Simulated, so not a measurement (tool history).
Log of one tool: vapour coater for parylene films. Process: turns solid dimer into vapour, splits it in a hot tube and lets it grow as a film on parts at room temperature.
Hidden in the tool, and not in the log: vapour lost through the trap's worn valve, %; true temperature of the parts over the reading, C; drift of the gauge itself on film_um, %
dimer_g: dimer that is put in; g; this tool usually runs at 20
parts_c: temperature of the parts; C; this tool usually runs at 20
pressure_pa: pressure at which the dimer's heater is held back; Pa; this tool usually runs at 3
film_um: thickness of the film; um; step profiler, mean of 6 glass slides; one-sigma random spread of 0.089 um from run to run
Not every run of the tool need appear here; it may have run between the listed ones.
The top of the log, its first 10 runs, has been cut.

run   hour  dimer_g  parts_c  pressure_pa  hours of work since the trap's valve was overhauled  hours of work since the table's thermometer was calibrated  film_um
 11    137       20       20            3                                                  457                                                         326    10.75
     148.4  -- trap's valve overhauled
 12  162.2       20       20            3                                                    6                                                         335    10.98
 13  182.3       20       20            3                                                   14                                                         343    10.97
 14  200.3       20       20            3                                                   21                                                         350    10.75
 15  217.3       20       20            3                                                   28                                                         357    10.89
 16  232.5       20       20            3                                                   35                                                         364    10.84
 17  252.3       20       20            3                                                   43                                                         372    10.91
 18  272.3       20       20            3                                                   51                                                         380       11
 19  285.4       20       20            3                                                   56                                                         385    10.88
 20  297.2       20       20         2.66                                                   61                                                         390    11.02
 21  315.8       20       20         2.66                                                   69                                                         398    11.15
 22  324.8       20       20         2.66                                                   73                                                         402    10.91
 23  335.8       20       20            3                                                   77                                                         406    10.97
 24  356.5       20       20        10.62                                                   86                                                         415     9.59

The next listed run, before its measurement:
 25  369.2       20       20        10.62                                                   91                                                         420        ?

{"run 25": {"film_um": 9.65}}
Minus the tool's unlogged condition, the same run would have read film_um 9.66 um.
